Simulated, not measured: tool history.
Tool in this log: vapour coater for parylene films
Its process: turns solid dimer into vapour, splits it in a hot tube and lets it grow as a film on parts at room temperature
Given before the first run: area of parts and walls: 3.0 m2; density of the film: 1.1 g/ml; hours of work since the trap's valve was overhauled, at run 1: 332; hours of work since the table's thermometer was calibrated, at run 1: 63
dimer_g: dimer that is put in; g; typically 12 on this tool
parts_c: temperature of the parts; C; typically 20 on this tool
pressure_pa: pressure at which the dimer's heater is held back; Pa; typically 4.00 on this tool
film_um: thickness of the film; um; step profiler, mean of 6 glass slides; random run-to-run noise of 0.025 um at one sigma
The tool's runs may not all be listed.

run	hour	dimer_g	parts_c	pressure_pa	hours of work since the trap's valve was overhauled	hours of work since the table's thermometer was calibrated	film_um
1	0.0	12	20	4.00	332	63	1.79
2	61.0	12	20	3.28	358	90	1.81
3	116.7	12	20	3.28	383	114	1.82
4	151.0	12	20	4.25	398	129	1.77
5	204.1	12	20	8.09	421	152	1.69
6	249.1	12	20	8.09	441	172	1.66
7	316.9	12	20	2.19	471	202	1.82
8	369.4	12	20	2.19	494	225	1.84
9	399.5	12	20	2.19	507	238	1.85
10	453.6	12	20	2.19	531	262	1.82
11	525.8	12	20	2.19	562	293	1.83
12	593.7	12	13	4.00	592	323	2.21
13	644.7	15	13	4.00	614	346	2.73
14	709.0	12	20	4.00	643	374	1.68
15	746.0	12	20	4.00	659	390	1.72
16	781.3	12	16	4.00	674	405	1.91
17	820.3	5	16	4.00	691	423	0.84
# hour 834.9: trap's valve overhauled
18	881.7	5	16	4.00	21	448	0.96
19	940.0	12	20	4.31	46	473	1.89
20	978.0	6	28	3.23	63	490	0.73
21	1047.7	7	12	4.37	93	521	1.47
22	1089.5	5	20	4.00	112	539	0.79
23	1141.4	5	20	4.00	134	562	0.79
24	1214.9	5	20	4.00	167	594	0.81
25	1281.3	5	20	4.00	196	623	0.79
26	1321.3	5	32	7.45	213	640	0.51
27	1380.8	12	26	4.00	239	667	1.53
28	1429.1	16	24	4.00	261	688	2.14
29	1462.6	21	20	2.78	275	702	3.33
30	1524.8	8	19	4.93	303	730	1.26
31	1571.3	20	20	10.99	323	750	2.87
32	1606.5	12	20	3.60	338	766	1.84
33	1647.0	9	31	2.88	356	783	0.96

How the hidden state differs across the entries between the runs, from the last listed run before each to the first after it:
From run 17 to run 18: trap's valve overhauled (hour 834.9)
  vapour lost through the trap's worn valve, %: 14.8 -> 0.6; true temperature of the parts over the reading, C: -0.24 -> -0.26
  measured minus no-state result, film_um: -0.13 -> +0.00 um
